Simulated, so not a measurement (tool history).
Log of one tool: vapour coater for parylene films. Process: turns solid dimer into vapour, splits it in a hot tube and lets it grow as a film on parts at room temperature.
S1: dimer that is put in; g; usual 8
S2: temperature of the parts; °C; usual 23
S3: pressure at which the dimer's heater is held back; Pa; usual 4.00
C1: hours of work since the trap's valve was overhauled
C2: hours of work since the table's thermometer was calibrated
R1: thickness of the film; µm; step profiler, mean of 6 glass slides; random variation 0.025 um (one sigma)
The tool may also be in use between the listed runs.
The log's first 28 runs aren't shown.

Run 29, day 23.004: usual settings but S2 32 °C, S3 8.07 Pa; C1 16; C2 750. Result: R1 1.24 µm.
Run 30, day 23.521: usual settings but S2 32 °C, S3 8.07 Pa; C1 23; C2 756. Result: R1 1.24 µm.
Run 31, day 24.229: usual settings but S2 32 °C, S3 8.07 Pa; C1 32; C2 765. Result: R1 1.23 µm.
Run 32, day 25.338: usual settings but S1 4 g, S2 21 °C, S3 10.57 Pa; C1 47; C2 780. Result: R1 0.82 µm.
Run 33, day 26.050: usual settings but S1 4 g, S2 21 °C, S3 10.57 Pa; C1 56; C2 789. Result: R1 0.84 µm.
Run 34, day 27.196: usual settings but S1 4 g, S2 21 °C, S3 10.57 Pa; C1 71; C2 804. Result: R1 0.82 µm.
Run 35, day 28.171: usual settings but S1 9 g, S2 33 °C, S3 2.26 Pa; C1 83; C2 816. Result: R1 1.53 µm.
Run 36, day 29.004: usual settings but S1 9 g, S2 19 °C, S3 2.26 Pa; C1 94; C2 827. Result: R1 2.31 µm.
Run 37, day 30.125: usual settings but S1 13 g, S2 27 °C, S3 3.59 Pa; C1 109; C2 842. Result: R1 2.44 µm.
Run 38, day 31.254: usual settings but S1 5 g, S2 17 °C, S3 5.01 Pa; C1 123; C2 856. Result: R1 1.28 µm.
Run 39, day 32.404: usual settings but S1 5 g, S2 17 °C, S3 5.01 Pa; C1 138; C2 871. Result: R1 1.22 µm.
Run 40, day 33.058: usual settings but S1 12 g, S3 2.15 Pa; C1 147; C2 880. Result: R1 2.73 µm.
Run 41, day 34.192: usual settings but S1 6 g, S3 6.22 Pa; C1 161; C2 894. Result: R1 1.22 µm.
Run 42, day 35.004: usual settings but S1 6 g, S3 6.22 Pa; C1 172; C2 905. Result: R1 1.22 µm.
Run 43, day 36.162: usual settings but S1 6 g, S3 6.22 Pa; C1 187; C2 920. Result: R1 1.14 µm.
Run 44, day 37.012: usual settings but S1 5 g, S2 16 °C, S3 4.06 Pa; C1 198; C2 931. Result: R1 1.32 µm.
Run 45, day 37.875: usual settings but S1 5 g, S2 16 °C, S3 4.06 Pa; C1 209; C2 942. Result: R1 1.25 µm.
Run 46, day 38.408: usual settings but S1 5 g, S2 25 °C, S3 6.20 Pa; C1 216; C2 949. Result: R1 0.93 µm.
At day 39.342: trap's valve overhauled.
Run 47, day 39.538: usual settings but S2 22 °C, S3 9.23 Pa; C1 3; C2 962. Result: R1 1.64 µm.
Run 48, day 40.225: usual settings but S2 22 °C, S3 9.23 Pa; C1 11; C2 971. Result: R1 1.63 µm.

3 ways to go on from here, each from the tool as it stands after run 48. What would each give?
Run A, day 40.883: usual settings but S1 4 g, S3 5.48 Pa; C1 20; C2 979. Result: R1 ?.
Run B, day 40.883: usual settings but S1 9 g, S2 34 °C, S3 2.95 Pa; C1 20; C2 979. Result: R1 ?.
Run C, day 40.883: usual settings but S2 16 °C, S3 2.50 Pa; C1 20; C2 979. Result: R1 ?.

run    R1
  A  0.83
  B  1.46
  C  2.35
Without the tool's hidden state the same runs would have given:
run    R1
  A  0.85
  B  1.50
  C  2.41
